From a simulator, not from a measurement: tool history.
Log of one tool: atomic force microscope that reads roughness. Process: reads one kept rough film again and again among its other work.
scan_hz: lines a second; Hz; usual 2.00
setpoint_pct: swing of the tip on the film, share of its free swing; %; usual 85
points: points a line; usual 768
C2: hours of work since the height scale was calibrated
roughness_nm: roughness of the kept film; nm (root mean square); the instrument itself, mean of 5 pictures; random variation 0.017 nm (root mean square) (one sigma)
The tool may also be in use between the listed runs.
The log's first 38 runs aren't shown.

run 39 day=12.308 | scan_hz=1.71 setpoint_pct=62 points=676 | pictures_with_this_tip=44 C2=321 | roughness_nm=4.509
run 40 day=12.658 | scan_hz=0.89 setpoint_pct=59 points=280 | pictures_with_this_tip=53 C2=326 | roughness_nm=4.576
run 41 day=13.008 | scan_hz=2.00 setpoint_pct=85 points=356 | pictures_with_this_tip=62 C2=330 | roughness_nm=3.822
run 42 day=13.246 | scan_hz=2.00 setpoint_pct=57 points=369 | pictures_with_this_tip=68 C2=333 | roughness_nm=4.421
run 43 day=13.421 | scan_hz=3.91 setpoint_pct=58 points=768 | pictures_with_this_tip=73 C2=336 | roughness_nm=4.230
-- day=13.625 new tip fitted
run 44 day=13.817 | scan_hz=0.91 setpoint_pct=57 points=702 | pictures_with_this_tip=5 C2=341 | roughness_nm=4.817
run 45 day=14.225 | scan_hz=0.55 setpoint_pct=86 points=818 | pictures_with_this_tip=16 C2=346 | roughness_nm=4.572
run 46 day=14.517 | scan_hz=1.28 setpoint_pct=82 points=999 | pictures_with_this_tip=23 C2=350 | roughness_nm=4.303
run 47 day=14.708 | scan_hz=2.00 setpoint_pct=67 points=273 | pictures_with_this_tip=28 C2=352 | roughness_nm=4.442
run 48 day=14.888 | scan_hz=1.34 setpoint_pct=68 points=555 | pictures_with_this_tip=33 C2=355 | roughness_nm=4.473

The next listed run, before its measurement:
run 49 day=15.321 | scan_hz=1.34 setpoint_pct=68 points=555 | pictures_with_this_tip=45 C2=361 | roughness_nm=?

roughness_nm: 4.457 nm (root mean square)
Without the tool's hidden state the same run would have given roughness_nm 4.662 nm (root mean square).
